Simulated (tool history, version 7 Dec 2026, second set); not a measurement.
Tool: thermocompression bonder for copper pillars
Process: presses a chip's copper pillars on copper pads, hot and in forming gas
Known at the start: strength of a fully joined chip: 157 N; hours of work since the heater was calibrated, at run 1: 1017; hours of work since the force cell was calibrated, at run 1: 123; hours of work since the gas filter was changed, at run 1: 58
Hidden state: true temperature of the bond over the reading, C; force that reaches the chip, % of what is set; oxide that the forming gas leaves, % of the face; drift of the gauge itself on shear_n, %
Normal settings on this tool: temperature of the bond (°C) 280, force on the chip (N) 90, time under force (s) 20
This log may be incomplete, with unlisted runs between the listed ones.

run    day  temperature of the bond (°C)  force on the chip (N)  time under force (s)  hours of work since the heater was calibrated  hours of work since the force cell was calibrated  hours of work since the gas filter was changed  force that shears a chip off (N)
  1  0.000                           280                     90                    20                                           1017                                                123                                              58                              81.3
  2  0.333                           280                     90                    20                                           1022                                                128                                              64                              80.2
  3  0.604                           280                     90                    20                                           1027                                                133                                              68                              80.1
  4  1.188                           280                     90                    20                                           1036                                                142                                              77                              80.1
  5  1.508                           280                     90                    51                                           1041                                                147                                              82                             102.4
  6  1.850                           280                     90                    51                                           1047                                                153                                              88                             106.1
  7  2.350                           280                     90                    51                                           1055                                                161                                              96                             105.7
  8  2.675                           280                     90                    51                                           1060                                                166                                             101                             105.9
  9  2.942                           280                     90                    20                                           1064                                                170                                             105                              80.6
 10  3.183                           298                     85                    27                                           1068                                                174                                             109                             102.8
 11  3.746                           280                     77                    20                                           1077                                                183                                             118                              67.5
     3.996  -- heater calibrated with a thermocouple chip
 12  4.292                           276                    127                    33                                              5                                                190                                             126                             119.7

What will run 13 give?
 13  4.662                           276                    127                    33                                             11                                                196                                             131                                 ?

{"run 13": {"force that shears a chip off (N)": 122.3}}
On a tool with no hidden condition, and with the same random variation, this run would have come out at force that shears a chip off (N) 124.3.
